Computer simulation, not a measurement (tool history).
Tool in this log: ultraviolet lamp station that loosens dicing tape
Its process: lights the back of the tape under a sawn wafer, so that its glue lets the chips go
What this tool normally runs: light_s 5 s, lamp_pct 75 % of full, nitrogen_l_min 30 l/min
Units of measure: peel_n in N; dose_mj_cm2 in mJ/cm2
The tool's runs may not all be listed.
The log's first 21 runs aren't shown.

run    hour  light_s  lamp_pct  nitrogen_l_min  peel_n  dose_mj_cm2
 22   999.9        5        64              30   0.451          318
 23  1036.7        5        85              24   0.385          404
     1070.6  -- window cleaned of glue's vapour
 24  1100.4        5        85              24   0.308          462
 25  1152.4        5        85              24   0.337          452
 26  1185.2        5        75              54   0.289          380
 27  1214.6        9        85              47   0.235          765
 28  1273.8        6        79              53   0.264          453
 29  1325.8        6        79              54   0.257          429
 30  1377.4        6        79              54   0.273          407
 31  1424.9        6        79              54   0.289          397
 32  1461.5        3        82              11   1.348          195
     1478.9  -- window cleaned of glue's vapour
 33  1502.1        3        82              32   0.697          229
 34  1531.3        4        61              26    0.79          222
 35  1568.8        6        75              30   0.341          383
 36  1623.9        3        86              42   0.653          210
 37  1684.9        3        86              42   0.702          201
 38  1742.8        7        76              30   0.348          391
 39  1791.2        7        90              23   0.349          442
 40  1826.8        7        90              23   0.362          424
 41  1852.2        4        98              39   0.528          258
       1884  -- window cleaned of glue's vapour
 42    1884        8        94              39   0.256          589
     1900.8  -- lamp changed
 43  1942.5        8        94              39   0.234          962

Alternative continuations, all from the tool just after run 43; predict every row:
  A  1999.4        2        62              39       ?            ?
  B  1999.4        5        75              37       ?            ?
  C  1999.4        4        94              17       ?            ?

run  peel_n  dose_mj_cm2
  A   0.991          155
  B   0.285          458
  C   0.374          458
Without the tool's hidden state the same runs would have given:
run  peel_n  dose_mj_cm2
  A   0.898          169
  B    0.27          501
  C   0.338          501

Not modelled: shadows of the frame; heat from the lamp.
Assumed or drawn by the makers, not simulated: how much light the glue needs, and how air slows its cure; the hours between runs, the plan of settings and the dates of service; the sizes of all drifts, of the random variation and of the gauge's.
